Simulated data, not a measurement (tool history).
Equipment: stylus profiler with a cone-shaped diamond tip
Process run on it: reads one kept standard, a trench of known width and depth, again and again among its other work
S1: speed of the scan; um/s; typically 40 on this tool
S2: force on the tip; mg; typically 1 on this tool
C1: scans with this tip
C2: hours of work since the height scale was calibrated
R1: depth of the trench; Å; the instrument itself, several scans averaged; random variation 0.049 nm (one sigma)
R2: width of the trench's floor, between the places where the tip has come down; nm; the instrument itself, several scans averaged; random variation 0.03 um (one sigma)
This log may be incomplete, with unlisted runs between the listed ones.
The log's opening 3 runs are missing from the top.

Run 4, hour 277.5: usual settings; C1 19726; C2 494. Result: R1 2011.7 Å, R2 47240 nm.
Run 5, hour 394.7: usual settings; C1 20182; C2 554. Result: R1 2012.4 Å, R2 47270 nm.
Run 6, hour 523.2: usual settings; C1 20682; C2 619. Result: R1 2011.4 Å, R2 47220 nm.
Run 7, hour 630.8: usual settings; C1 21101; C2 674. Result: R1 2011.3 Å, R2 47190 nm.
Run 8, hour 733.8: usual settings but S2 0.93 mg; C1 21502; C2 727. Result: R1 2010.2 Å, R2 47220 nm.
Run 9, hour 867.3: usual settings but S1 88 um/s; C1 22022; C2 795. Result: R1 2011.1 Å, R2 46710 nm.
Run 10, hour 990.1: usual settings but S1 88 um/s; C1 22500; C2 858. Result: R1 2010.9 Å, R2 46750 nm.
Run 11, hour 1053.5: usual settings but S1 88 um/s; C1 22747; C2 890. Result: R1 2011.4 Å, R2 46700 nm.
Run 12, hour 1127.3: usual settings but S1 29 um/s; C1 23034; C2 928. Result: R1 2009.8 Å, R2 47300 nm.
Run 13, hour 1243.1: usual settings but S2 0.39 mg; C1 23485; C2 987. Result: R1 2003.2 Å, R2 46940 nm.
Run 14, hour 1344.9: usual settings but S2 0.39 mg; C1 23881; C2 1039. Result: R1 2003 Å, R2 46910 nm.
Run 15, hour 1413.8: usual settings but S2 0.39 mg; C1 24150; C2 1074. Result: R1 2003.4 Å, R2 46940 nm.
Run 16, hour 1548.4: usual settings but S2 0.39 mg; C1 24674; C2 1143. Result: R1 2002.6 Å, R2 46880 nm.
Run 17, hour 1680.2: usual settings but S2 0.39 mg; C1 25187; C2 1210. Result: R1 2002.2 Å, R2 46980 nm.
Run 18, hour 1745.9: usual settings but S2 0.39 mg; C1 25443; C2 1244. Result: R1 2001.4 Å, R2 46870 nm.
Run 19, hour 1805.6: usual settings but S2 0.39 mg; C1 25675; C2 1274. Result: R1 2002 Å, R2 46860 nm.
Run 20, hour 1931.9: usual settings but S2 1.09 mg; C1 26167; C2 1338. Result: R1 2009.8 Å, R2 47090 nm.
Run 21, hour 2071: usual settings but S1 62 um/s; C1 26709; C2 1409. Result: R1 2008.5 Å, R2 46880 nm.
Run 22, hour 2130.9: usual settings but S1 57 um/s, S2 2.13 mg; C1 26942; C2 1440. Result: R1 2017.5 Å, R2 47100 nm.
Run 23, hour 2253.9: usual settings but S1 12 um/s, S2 0.53 mg; C1 27421; C2 1503. Result: R1 2002 Å, R2 47270 nm.
Run 24, hour 2344.9: usual settings but S1 12 um/s, S2 0.53 mg; C1 27775; C2 1549. Result: R1 2002.5 Å, R2 47260 nm.
Run 25, hour 2450.8: usual settings but S1 142 um/s, S2 2.51 mg; C1 28188; C2 1603. Result: R1 2019.1 Å, R2 46550 nm.
Run 26, hour 2527.5: usual settings but S1 26 um/s, S2 0.73 mg; C1 28486; C2 1642. Result: R1 2004.5 Å, R2 47100 nm.

Run 27 comes next. What will it give?
At hour 2533.7: height scale calibrated on a step standard.
Run 27, hour 2660.7: usual settings but S1 156 um/s, S2 0.96 mg; C1 29003; C2 65. Result: R1 ?, R2 ?.

R1: 2000 Å
R2: 45840 nm
If the tool had no hidden condition, the same run with the same run-to-run variation would have returned R1 2013.5 Å, R2 46690 nm.
